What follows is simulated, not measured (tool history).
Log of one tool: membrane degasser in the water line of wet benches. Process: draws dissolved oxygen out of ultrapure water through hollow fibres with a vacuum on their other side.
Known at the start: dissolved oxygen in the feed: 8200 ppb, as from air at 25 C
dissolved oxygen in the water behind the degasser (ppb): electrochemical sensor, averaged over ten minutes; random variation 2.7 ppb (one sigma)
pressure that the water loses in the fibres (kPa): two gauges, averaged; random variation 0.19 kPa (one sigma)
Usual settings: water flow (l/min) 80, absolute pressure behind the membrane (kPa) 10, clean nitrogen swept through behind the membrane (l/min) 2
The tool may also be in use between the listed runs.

run	hour	water flow (l/min)	absolute pressure behind the membrane (kPa)	clean nitrogen swept through behind the membrane (l/min)	dissolved oxygen in the water behind the degasser (ppb)	pressure that the water loses in the fibres (kPa)
1	0	80	10	2	699.7	54.03
2	74.6	80	10	2	700.5	53.76
3	124.9	80	10	2	705.4	54.09
4	202.1	80	10	2	695.6	54
5	255.9	80	10	1.04	987.5	53.89
6	351.1	80	10	1.04	987.2	53.79
7	443.4	80	10	4.55	448.9	53.9
8	521.4	80	10	4.55	452	54.12
9	600.9	70	10	2	607.1	47.35
10	708	124	10	2	1016.3	83.44
11	773.6	124	10	2	1014.1	83.56
12	867	124	10	2	1015.9	83.32
13	918.9	124	10	2	1017.4	83.57
14	968	80	10	2	684.5	53.99
15	1057.9	80	10	2	681.4	54.14
16	1118.1	80	14.5	2	978.8	53.63
17	1178.4	80	17.3	2	1148.3	53.92
18	1277.3	81	9.1	3.05	518.3	54.57
19	1335.2	81	9.1	3.05	522	54.52
20	1435.5	81	9.1	3.05	515.1	54.47
21	1495.4	81	9.1	2.48	573.9	54.83
22	1603.6	81	9.1	2.48	575.7	54.51
23	1669.6	55	10	2.54	409.8	37.3
24	1756.9	80	10	2.56	606.6	54.12
25	1849.7	80	10.2	0.93	1067	53.93
26	1905.8	68	13.7	1.47	975.1	45.87
27	1981.5	51	10	2	437.8	34.34
28	2030.4	52	15.7	1.88	759.3	34.69
29	2103.6	86	8.9	2.96	541.3	57.95
30	2165.2	74	20.1	2	1240.3	50
31	2261.9	74	20.1	1.46	1503.7	49.83
32	2356.6	76	9.7	5.12	387.8	51.58
33	2458.6	76	9.7	5.12	384	51.27

Taken out of this log: 2 entries between the listed runs. Where each belongs, and how the hidden state differs across it:
Between runs 4 and 5: vacuum gauge calibrated (hour 236.2)
  drift of the gauge itself on oxygen_ppb, %: -0.43 -> -0.54
  measured less the result without the state, dissolved oxygen in the water behind the degasser (ppb): -2.8 -> -5.3
Between runs 17 and 18: gauge calibrated (hour 1221.3)
  drift of the gauge itself on oxygen_ppb, %: -2.51 -> -0.12
  measured less the result without the state, dissolved oxygen in the water behind the degasser (ppb): -29.3 -> -0.4
